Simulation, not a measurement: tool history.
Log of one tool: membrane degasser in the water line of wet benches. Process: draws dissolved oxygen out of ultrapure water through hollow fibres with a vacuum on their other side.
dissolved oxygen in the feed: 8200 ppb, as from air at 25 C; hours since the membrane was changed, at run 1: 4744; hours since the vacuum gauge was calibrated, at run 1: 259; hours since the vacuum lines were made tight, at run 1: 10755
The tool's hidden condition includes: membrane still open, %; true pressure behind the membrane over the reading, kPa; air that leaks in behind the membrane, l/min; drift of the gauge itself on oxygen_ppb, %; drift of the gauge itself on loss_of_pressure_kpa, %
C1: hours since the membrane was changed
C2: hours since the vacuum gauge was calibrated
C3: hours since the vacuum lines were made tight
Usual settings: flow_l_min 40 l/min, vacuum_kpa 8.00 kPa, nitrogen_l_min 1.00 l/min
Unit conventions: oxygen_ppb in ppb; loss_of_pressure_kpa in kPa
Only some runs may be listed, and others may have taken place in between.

Run 1, hour 0.0: usual settings; C1 4744; C2 259; C3 10755. Result: oxygen_ppb 373.3 ppb, loss_of_pressure_kpa 67.02 kPa.
Run 2, hour 65.7: usual settings; C1 4810; C2 325; C3 10821. Result: oxygen_ppb 375.6 ppb, loss_of_pressure_kpa 66.84 kPa.
Run 3, hour 140.9: usual settings; C1 4885; C2 400; C3 10896. Result: oxygen_ppb 376.8 ppb, loss_of_pressure_kpa 67.34 kPa.
Run 4, hour 282.0: usual settings; C1 5026; C2 541; C3 11037. Result: oxygen_ppb 378.9 ppb, loss_of_pressure_kpa 66.97 kPa.
At hour 355.6: seals of the vacuum lines changed.
Run 5, hour 355.6: usual settings; C1 5098; C2 612; C3 0. Result: oxygen_ppb 379.2 ppb, loss_of_pressure_kpa 66.73 kPa.
Run 6, hour 496.8: usual settings; C1 5239; C2 754; C3 141. Result: oxygen_ppb 376.9 ppb, loss_of_pressure_kpa 67.44 kPa.
Run 7, hour 591.0: usual settings; C1 5333; C2 848; C3 235. Result: oxygen_ppb 375.0 ppb, loss_of_pressure_kpa 67.47 kPa.
Run 8, hour 678.6: usual settings but vacuum_kpa 5.39 kPa; C1 5421; C2 935; C3 323. Result: oxygen_ppb 178.1 ppb, loss_of_pressure_kpa 67.29 kPa.
Run 9, hour 739.8: usual settings; C1 5482; C2 997; C3 384. Result: oxygen_ppb 372.5 ppb, loss_of_pressure_kpa 67.32 kPa.
Run 10, hour 858.9: usual settings; C1 5601; C2 1116; C3 503. Result: oxygen_ppb 380.7 ppb, loss_of_pressure_kpa 66.92 kPa.
Run 11, hour 963.5: usual settings; C1 5706; C2 1220; C3 608. Result: oxygen_ppb 378.0 ppb, loss_of_pressure_kpa 67.33 kPa.
Run 12, hour 1071.2: usual settings; C1 5813; C2 1328; C3 716. Result: oxygen_ppb 385.2 ppb, loss_of_pressure_kpa 67.47 kPa.
Run 13, hour 1184.2: usual settings; C1 5926; C2 1441; C3 829. Result: oxygen_ppb 375.6 ppb, loss_of_pressure_kpa 67.18 kPa.
Run 14, hour 1321.1: usual settings but flow_l_min 34 l/min; C1 6063; C2 1578; C3 965. Result: oxygen_ppb 336.4 ppb, loss_of_pressure_kpa 57.63 kPa.
Run 15, hour 1466.1: usual settings but flow_l_min 34 l/min; C1 6208; C2 1723; C3 1111. Result: oxygen_ppb 332.1 ppb, loss_of_pressure_kpa 57.37 kPa.
Run 16, hour 1588.8: usual settings but nitrogen_l_min 0.78 l/min; C1 6331; C2 1846; C3 1233. Result: oxygen_ppb 460.9 ppb, loss_of_pressure_kpa 67.21 kPa.
Run 17, hour 1732.1: usual settings but nitrogen_l_min 1.94 l/min; C1 6474; C2 1989; C3 1377. Result: oxygen_ppb 220.5 ppb, loss_of_pressure_kpa 67.37 kPa.
Run 18, hour 1811.1: usual settings but flow_l_min 25 l/min, vacuum_kpa 7.15 kPa, nitrogen_l_min 0.74 l/min; C1 6553; C2 2068; C3 1455. Result: oxygen_ppb 275.6 ppb, loss_of_pressure_kpa 42.20 kPa.
Run 19, hour 1876.5: usual settings but flow_l_min 41 l/min, vacuum_kpa 16.91 kPa, nitrogen_l_min 0.60 l/min; C1 6619; C2 2133; C3 1521. Result: oxygen_ppb 1451.3 ppb, loss_of_pressure_kpa 68.93 kPa.
Run 20, hour 1948.9: usual settings but flow_l_min 41 l/min, vacuum_kpa 16.91 kPa, nitrogen_l_min 0.60 l/min; C1 6691; C2 2206; C3 1593. Result: oxygen_ppb 1432.4 ppb, loss_of_pressure_kpa 69.04 kPa.
Run 21, hour 2091.0: usual settings but flow_l_min 35 l/min, vacuum_kpa 16.91 kPa, nitrogen_l_min 0.60 l/min; C1 6833; C2 2348; C3 1735. Result: oxygen_ppb 1304.9 ppb, loss_of_pressure_kpa 59.33 kPa.
Run 22, hour 2183.9: usual settings but flow_l_min 48 l/min, vacuum_kpa 15.07 kPa, nitrogen_l_min 0.60 l/min; C1 6926; C2 2441; C3 1828. Result: oxygen_ppb 1420.5 ppb, loss_of_pressure_kpa 81.21 kPa.
At hour 2196.1: vacuum gauge calibrated.
Run 23, hour 2297.0: usual settings but flow_l_min 48 l/min, vacuum_kpa 15.07 kPa, nitrogen_l_min 0.60 l/min; C1 7039; C2 101; C3 1941. Result: oxygen_ppb 1425.1 ppb, loss_of_pressure_kpa 80.98 kPa.
Run 24, hour 2409.3: usual settings but flow_l_min 48 l/min, vacuum_kpa 11.47 kPa, nitrogen_l_min 1.16 l/min; C1 7151; C2 213; C3 2053. Result: oxygen_ppb 659.1 ppb, loss_of_pressure_kpa 80.91 kPa.
Run 25, hour 2502.9: usual settings but flow_l_min 57 l/min, vacuum_kpa 15.83 kPa, nitrogen_l_min 2.26 l/min; C1 7244; C2 307; C3 2147. Result: oxygen_ppb 662.4 ppb, loss_of_pressure_kpa 95.93 kPa.
At hour 2631.2: vacuum gauge calibrated, once more.
Run 26, hour 2641.9: usual settings but flow_l_min 33 l/min, nitrogen_l_min 1.91 l/min; C1 7383; C2 11; C3 2285. Result: oxygen_ppb 186.7 ppb, loss_of_pressure_kpa 55.91 kPa.
Run 27, hour 2780.5: usual settings but flow_l_min 26 l/min, nitrogen_l_min 1.91 l/min; C1 7522; C2 149; C3 2424. Result: oxygen_ppb 153.2 ppb, loss_of_pressure_kpa 44.18 kPa.
Run 28, hour 2856.3: usual settings but flow_l_min 58 l/min, vacuum_kpa 7.49 kPa, nitrogen_l_min 0.46 l/min; C1 7597; C2 225; C3 2500. Result: oxygen_ppb 731.5 ppb, loss_of_pressure_kpa 97.97 kPa.
Run 29, hour 2959.8: usual settings but flow_l_min 29 l/min, vacuum_kpa 7.49 kPa, nitrogen_l_min 0.55 l/min; C1 7701; C2 329; C3 2603. Result: oxygen_ppb 411.3 ppb, loss_of_pressure_kpa 48.87 kPa.
Run 30, hour 3040.7: usual settings but flow_l_min 34 l/min, vacuum_kpa 18.89 kPa, nitrogen_l_min 0.55 l/min; C1 7782; C2 410; C3 2684. Result: oxygen_ppb 1511.9 ppb, loss_of_pressure_kpa 57.60 kPa.
Run 31, hour 3179.0: usual settings but flow_l_min 36 l/min, vacuum_kpa 7.47 kPa, nitrogen_l_min 2.10 l/min; C1 7920; C2 548; C3 2822. Result: oxygen_ppb 168.2 ppb, loss_of_pressure_kpa 60.95 kPa.
Run 32, hour 3283.7: usual settings but flow_l_min 36 l/min, vacuum_kpa 7.47 kPa, nitrogen_l_min 2.10 l/min; C1 8025; C2 653; C3 2927. Result: oxygen_ppb 167.7 ppb, loss_of_pressure_kpa 60.59 kPa.
Run 33, hour 3383.7: usual settings but flow_l_min 36 l/min, vacuum_kpa 7.47 kPa, nitrogen_l_min 2.10 l/min; C1 8125; C2 753; C3 3027. Result: oxygen_ppb 170.2 ppb, loss_of_pressure_kpa 61.04 kPa.

Across each entry between runs, compare the hidden state at the last listed run before it with the hidden state at the first listed run after it:
Logged between run 4 and run 5: seals of the vacuum lines changed (hour 355.6)
  true pressure behind the membrane over the reading, kPa: 0.04 -> 0.05; air that leaks in behind the membrane, l/min: 0.0363 -> 0.0014
  measured minus no-state result, oxygen_ppb: +4.4 -> +3.9 ppb; loss_of_pressure_kpa: +1.42 -> +1.43 kPa
Logged between run 22 and run 23: vacuum gauge calibrated (hour 2196.1)
  membrane still open, %: 97.1 -> 97; true pressure behind the membrane over the reading, kPa: 0.14 -> 0.21; air that leaks in behind the membrane, l/min: 0.0071 -> 0.0074
  measured minus no-state result, oxygen_ppb: +13.3 -> +20.7 ppb; loss_of_pressure_kpa: +2.36 -> +2.41 kPa
Logged between run 25 and run 26: vacuum gauge calibrated, once more (hour 2631.2)
  true pressure behind the membrane over the reading, kPa: 0.22 -> 0.05; air that leaks in behind the membrane, l/min: 0.0081 -> 0.0085
  measured minus no-state result, oxygen_ppb: +13.6 -> +2.7 ppb; loss_of_pressure_kpa: +2.94 -> +1.74 kPa
